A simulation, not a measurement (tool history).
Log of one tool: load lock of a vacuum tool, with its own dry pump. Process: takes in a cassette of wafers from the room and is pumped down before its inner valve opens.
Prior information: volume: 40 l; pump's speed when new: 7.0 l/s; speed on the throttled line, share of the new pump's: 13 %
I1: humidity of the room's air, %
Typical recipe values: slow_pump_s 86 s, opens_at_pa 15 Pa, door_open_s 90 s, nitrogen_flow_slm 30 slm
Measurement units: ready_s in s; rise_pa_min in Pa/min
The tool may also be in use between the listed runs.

Run 1, day 0: usual settings; I1 50. Result: ready_s 125.6 s, rise_pa_min 0.017 Pa/min.
Run 2, day 15.571: usual settings; I1 43. Result: ready_s 124.8 s, rise_pa_min 0.013 Pa/min.
Run 3, day 31.05: usual settings but door_open_s 54 s; I1 38.7. Result: ready_s 128 s, rise_pa_min 0.01 Pa/min.
Run 4, day 42.442: usual settings; I1 44.7. Result: ready_s 127.2 s, rise_pa_min 0.019 Pa/min.
Run 5, day 61.092: usual settings; I1 46.2. Result: ready_s 126.6 s, rise_pa_min 0.016 Pa/min.
Run 6, day 77.442: usual settings; I1 44.5. Result: ready_s 127.1 s, rise_pa_min 0.012 Pa/min.
Run 7, day 98.596: usual settings; I1 44.2. Result: ready_s 125.2 s, rise_pa_min 0.011 Pa/min.
Run 8, day 111.246: usual settings but door_open_s 55 s; I1 42.1. Result: ready_s 125.8 s, rise_pa_min 0.013 Pa/min.
Run 9, day 125.9: usual settings but door_open_s 55 s; I1 43.3. Result: ready_s 125.7 s, rise_pa_min 0.018 Pa/min.
Run 10, day 137.921: usual settings but door_open_s 55 s; I1 42.3. Result: ready_s 125.8 s, rise_pa_min 0.008 Pa/min.
Run 11, day 157.492: usual settings but door_open_s 55 s; I1 43.9. Result: ready_s 126.2 s, rise_pa_min 0.015 Pa/min.
Run 12, day 178.071: usual settings but door_open_s 55 s; I1 42.5. Result: ready_s 126.5 s, rise_pa_min 0.013 Pa/min.
Run 13, day 188.792: usual settings; I1 46.4. Result: ready_s 127.1 s, rise_pa_min 0.02 Pa/min.
Run 14, day 201.979: usual settings; I1 45.1. Result: ready_s 126.4 s, rise_pa_min 0.013 Pa/min.
Run 15, day 222.412: usual settings but slow_pump_s 51 s; I1 48.1. Result: ready_s 94.8 s, rise_pa_min 0.019 Pa/min.
At day 236.892: door's seal changed, seat wiped.
Run 16, day 240.125: usual settings but slow_pump_s 51 s; I1 49.7. Result: ready_s 96.4 s, rise_pa_min 0.011 Pa/min.
Run 17, day 253.821: usual settings but slow_pump_s 51 s; I1 46.2. Result: ready_s 95.2 s, rise_pa_min 0.013 Pa/min.
Run 18, day 266.429: usual settings but door_open_s 99 s; I1 43.4. Result: ready_s 127 s, rise_pa_min 0.014 Pa/min.
Run 19, day 283.846: usual settings but door_open_s 99 s; I1 46.5. Result: ready_s 125 s, rise_pa_min 0.011 Pa/min.
Run 20, day 293.817: usual settings but slow_pump_s 44 s, opens_at_pa 21 Pa, door_open_s 76 s, nitrogen_flow_slm 5 slm; I1 44.3. Result: ready_s 86.9 s, rise_pa_min 0.026 Pa/min.
Run 21, day 306.225: usual settings but slow_pump_s 98 s, opens_at_pa 11 Pa, door_open_s 28 s, nitrogen_flow_slm 5 slm; I1 43.3. Result: ready_s 140 s, rise_pa_min 0.013 Pa/min.
Run 22, day 316.162: usual settings but slow_pump_s 98 s, opens_at_pa 11 Pa, door_open_s 28 s, nitrogen_flow_slm 5 slm; I1 43.4. Result: ready_s 140.3 s, rise_pa_min 0.016 Pa/min.
Run 23, day 330.225: usual settings but opens_at_pa 10 Pa, nitrogen_flow_slm 7 slm; I1 41.6. Result: ready_s 127.7 s, rise_pa_min 0.025 Pa/min.
Run 24, day 344.367: usual settings but opens_at_pa 10 Pa, nitrogen_flow_slm 7 slm; I1 45.1. Result: ready_s 127.8 s, rise_pa_min 0.028 Pa/min.
Run 25, day 362.142: usual settings but opens_at_pa 10 Pa, nitrogen_flow_slm 7 slm; I1 45.3. Result: ready_s 128.9 s, rise_pa_min 0.029 Pa/min.
Run 26, day 372.975: usual settings but opens_at_pa 10 Pa, nitrogen_flow_slm 7 slm; I1 42.9. Result: ready_s 128.6 s, rise_pa_min 0.03 Pa/min.
Run 27, day 395.625: usual settings but opens_at_pa 13 Pa, door_open_s 31 s; I1 45.8. Result: ready_s 128.4 s, rise_pa_min 0.008 Pa/min.
Run 28, day 410.717: usual settings but slow_pump_s 51 s; I1 44.4. Result: ready_s 95.2 s, rise_pa_min 0.015 Pa/min.
Run 29, day 429.433: usual settings but door_open_s 58 s, nitrogen_flow_slm 21 slm; I1 47.2. Result: ready_s 125.6 s, rise_pa_min 0.014 Pa/min.
Run 30, day 448.825: usual settings but slow_pump_s 114 s; I1 47.4. Result: ready_s 149.3 s, rise_pa_min 0.007 Pa/min.
Run 31, day 464.629: usual settings but opens_at_pa 29 Pa, door_open_s 102 s; I1 43.4. Result: ready_s 122.4 s, rise_pa_min 0.014 Pa/min.
Run 32, day 478.225: usual settings but opens_at_pa 28 Pa, door_open_s 191 s; I1 46.7. Result: ready_s 122.8 s, rise_pa_min 0.023 Pa/min.
Run 33, day 497.162: usual settings but slow_pump_s 58 s, door_open_s 233 s, nitrogen_flow_slm 16 slm; I1 42.8. Result: ready_s 101.2 s, rise_pa_min 0.029 Pa/min.
Run 34, day 514.217: usual settings but slow_pump_s 58 s, door_open_s 233 s, nitrogen_flow_slm 16 slm; I1 41.6. Result: ready_s 101.7 s, rise_pa_min 0.032 Pa/min.

Estimate the outcome of run 35 from the log above:
Run 35, day 527.708: usual settings but slow_pump_s 58 s, door_open_s 233 s, nitrogen_flow_slm 16 slm; I1 43.9. Result: ready_s ?, rise_pa_min ?.

{"run 35": {"ready_s": 100.7, "rise_pa_min": 0.034}}
Take away the tool's hidden state, keep the run-to-run variation as it was, and the same run would have given ready_s 100.6 s, rise_pa_min 0.033 Pa/min.

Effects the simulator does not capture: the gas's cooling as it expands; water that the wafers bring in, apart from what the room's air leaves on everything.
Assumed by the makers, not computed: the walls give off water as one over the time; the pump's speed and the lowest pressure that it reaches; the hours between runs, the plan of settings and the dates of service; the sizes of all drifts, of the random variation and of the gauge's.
